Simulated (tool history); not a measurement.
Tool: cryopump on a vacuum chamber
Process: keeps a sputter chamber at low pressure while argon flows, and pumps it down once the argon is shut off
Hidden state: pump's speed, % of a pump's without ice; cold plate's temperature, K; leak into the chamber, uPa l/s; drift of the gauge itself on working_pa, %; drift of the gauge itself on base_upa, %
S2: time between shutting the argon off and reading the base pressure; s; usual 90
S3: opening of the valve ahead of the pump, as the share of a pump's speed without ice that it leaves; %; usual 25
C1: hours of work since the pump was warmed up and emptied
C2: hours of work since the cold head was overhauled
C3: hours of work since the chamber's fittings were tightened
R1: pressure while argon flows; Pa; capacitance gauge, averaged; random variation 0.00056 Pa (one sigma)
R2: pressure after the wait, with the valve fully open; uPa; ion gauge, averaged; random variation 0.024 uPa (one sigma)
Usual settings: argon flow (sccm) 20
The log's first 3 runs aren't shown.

run 4 hour=53.3 | argon_flow_(sccm)=20 S2=90 S3=26 | C1=403 C2=403 C3=130 | R1=0.0636 R2=0.98
run 5 hour=71.2 | argon_flow_(sccm)=20 S2=90 S3=25 | C1=416 C2=416 C3=144 | R1=0.066 R2=0.96
run 6 hour=91 | argon_flow_(sccm)=20 S2=90 S3=25 | C1=432 C2=432 C3=159 | R1=0.0657 R2=1
run 7 hour=112.4 | argon_flow_(sccm)=20 S2=90 S3=25 | C1=448 C2=448 C3=175 | R1=0.0661 R2=1.01
run 8 hour=129.1 | argon_flow_(sccm)=20 S2=90 S3=25 | C1=461 C2=461 C3=188 | R1=0.0666 R2=1.03
run 9 hour=147.5 | argon_flow_(sccm)=20 S2=90 S3=25 | C1=475 C2=475 C3=202 | R1=0.0649 R2=1.02
run 10 hour=169.2 | argon_flow_(sccm)=20 S2=90 S3=25 | C1=491 C2=491 C3=219 | R1=0.0662 R2=1.08
run 11 hour=189.9 | argon_flow_(sccm)=20 S2=47 S3=25 | C1=507 C2=507 C3=235 | R1=0.0665 R2=1.73
run 12 hour=210.5 | argon_flow_(sccm)=20 S2=47 S3=25 | C1=523 C2=523 C3=250 | R1=0.0665 R2=1.75
run 13 hour=229.4 | argon_flow_(sccm)=20 S2=47 S3=25 | C1=537 C2=537 C3=265 | R1=0.0683 R2=1.69
run 14 hour=252.8 | argon_flow_(sccm)=20 S2=47 S3=25 | C1=555 C2=555 C3=283 | R1=0.0669 R2=1.74
run 15 hour=263.7 | argon_flow_(sccm)=14 S2=90 S3=25 | C1=564 C2=564 C3=291 | R1=0.046 R2=1.12
run 16 hour=283.7 | argon_flow_(sccm)=14 S2=90 S3=25 | C1=579 C2=579 C3=306 | R1=0.0477 R2=1.02
run 17 hour=301.1 | argon_flow_(sccm)=20 S2=90 S3=25 | C1=592 C2=592 C3=320 | R1=0.0665 R2=1.12
run 18 hour=324.2 | argon_flow_(sccm)=20 S2=90 S3=25 | C1=610 C2=610 C3=337 | R1=0.0681 R2=1.1
run 19 hour=346.5 | argon_flow_(sccm)=22 S2=39 S3=20 | C1=627 C2=627 C3=354 | R1=0.0912 R2=1.99
run 20 hour=360.7 | argon_flow_(sccm)=29 S2=55 S3=29 | C1=638 C2=638 C3=365 | R1=0.0867 R2=1.55
-- hour=373.5 pump warmed up, emptied and cooled again
run 21 hour=383.8 | argon_flow_(sccm)=20 S2=90 S3=43 | C1=8 C2=652 C3=379 | R1=0.0371 R2=1.01
run 22 hour=399.7 | argon_flow_(sccm)=20 S2=66 S3=22 | C1=20 C2=664 C3=391 | R1=0.0702 R2=1.29

Run 23 comes next. What will it give?
run 23 hour=410.9 | argon_flow_(sccm)=20 S2=66 S3=22 | C1=29 C2=672 C3=400 | R1=? R2=?

R1: 0.0715 Pa
R2: 1.3 uPa
Without the tool's hidden state the same run would have given R1 0.0709 Pa, R2 1.12 uPa.
